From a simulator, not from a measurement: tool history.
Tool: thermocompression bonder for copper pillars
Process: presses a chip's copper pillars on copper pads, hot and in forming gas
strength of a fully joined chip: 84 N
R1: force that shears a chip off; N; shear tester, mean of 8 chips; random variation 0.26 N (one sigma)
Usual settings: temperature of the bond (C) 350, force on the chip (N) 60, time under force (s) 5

run 1 hour=0.0 | temperature_of_the_bond_(C)=350 force_on_the_chip_(N)=60 time_under_force_(s)=5 | R1=28.3
run 2 hour=77.3 | temperature_of_the_bond_(C)=350 force_on_the_chip_(N)=60 time_under_force_(s)=5 | R1=27.6
run 3 hour=119.1 | temperature_of_the_bond_(C)=350 force_on_the_chip_(N)=60 time_under_force_(s)=5 | R1=27.9
run 4 hour=164.5 | temperature_of_the_bond_(C)=350 force_on_the_chip_(N)=48 time_under_force_(s)=5 | R1=22.3
run 5 hour=234.9 | temperature_of_the_bond_(C)=366 force_on_the_chip_(N)=60 time_under_force_(s)=5 | R1=32.6
run 6 hour=286.5 | temperature_of_the_bond_(C)=366 force_on_the_chip_(N)=60 time_under_force_(s)=5 | R1=32.0
run 7 hour=327.2 | temperature_of_the_bond_(C)=350 force_on_the_chip_(N)=43 time_under_force_(s)=5 | R1=19.3
-- hour=353.6 force cell calibrated
run 8 hour=378.6 | temperature_of_the_bond_(C)=350 force_on_the_chip_(N)=43 time_under_force_(s)=5 | R1=20.9
run 9 hour=418.9 | temperature_of_the_bond_(C)=350 force_on_the_chip_(N)=43 time_under_force_(s)=5 | R1=21.4
run 10 hour=456.2 | temperature_of_the_bond_(C)=350 force_on_the_chip_(N)=60 time_under_force_(s)=4 | R1=26.6
run 11 hour=529.7 | temperature_of_the_bond_(C)=350 force_on_the_chip_(N)=60 time_under_force_(s)=9 | R1=36.1
run 12 hour=588.2 | temperature_of_the_bond_(C)=350 force_on_the_chip_(N)=60 time_under_force_(s)=9 | R1=36.0
run 13 hour=625.1 | temperature_of_the_bond_(C)=350 force_on_the_chip_(N)=51 time_under_force_(s)=3 | R1=19.8
run 14 hour=686.1 | temperature_of_the_bond_(C)=350 force_on_the_chip_(N)=60 time_under_force_(s)=6 | R1=30.4
run 15 hour=749.5 | temperature_of_the_bond_(C)=350 force_on_the_chip_(N)=60 time_under_force_(s)=6 | R1=30.1
run 16 hour=827.8 | temperature_of_the_bond_(C)=353 force_on_the_chip_(N)=46 time_under_force_(s)=4 | R1=19.9
-- hour=882.9 forming gas filter changed
run 17 hour=892.4 | temperature_of_the_bond_(C)=350 force_on_the_chip_(N)=39 time_under_force_(s)=5 | R1=18.3
run 18 hour=930.2 | temperature_of_the_bond_(C)=362 force_on_the_chip_(N)=60 time_under_force_(s)=14 | R1=46.3
run 19 hour=997.3 | temperature_of_the_bond_(C)=362 force_on_the_chip_(N)=60 time_under_force_(s)=14 | R1=45.8
run 20 hour=1032.9 | temperature_of_the_bond_(C)=350 force_on_the_chip_(N)=41 time_under_force_(s)=4 | R1=17.8
run 21 hour=1090.9 | temperature_of_the_bond_(C)=350 force_on_the_chip_(N)=41 time_under_force_(s)=4 | R1=17.2
run 22 hour=1145.2 | temperature_of_the_bond_(C)=350 force_on_the_chip_(N)=41 time_under_force_(s)=3 | R1=14.9
-- hour=1203.2 heater calibrated with a thermocouple chip
run 23 hour=1210.3 | temperature_of_the_bond_(C)=350 force_on_the_chip_(N)=42 time_under_force_(s)=5 | R1=21.4

Forecast run 24:
run 24 hour=1253.3 | temperature_of_the_bond_(C)=350 force_on_the_chip_(N)=42 time_under_force_(s)=5 | R1=?

{"run 24": {"R1": 21.5}}
Without the tool's hidden state the same run would have given R1 22.6 N.
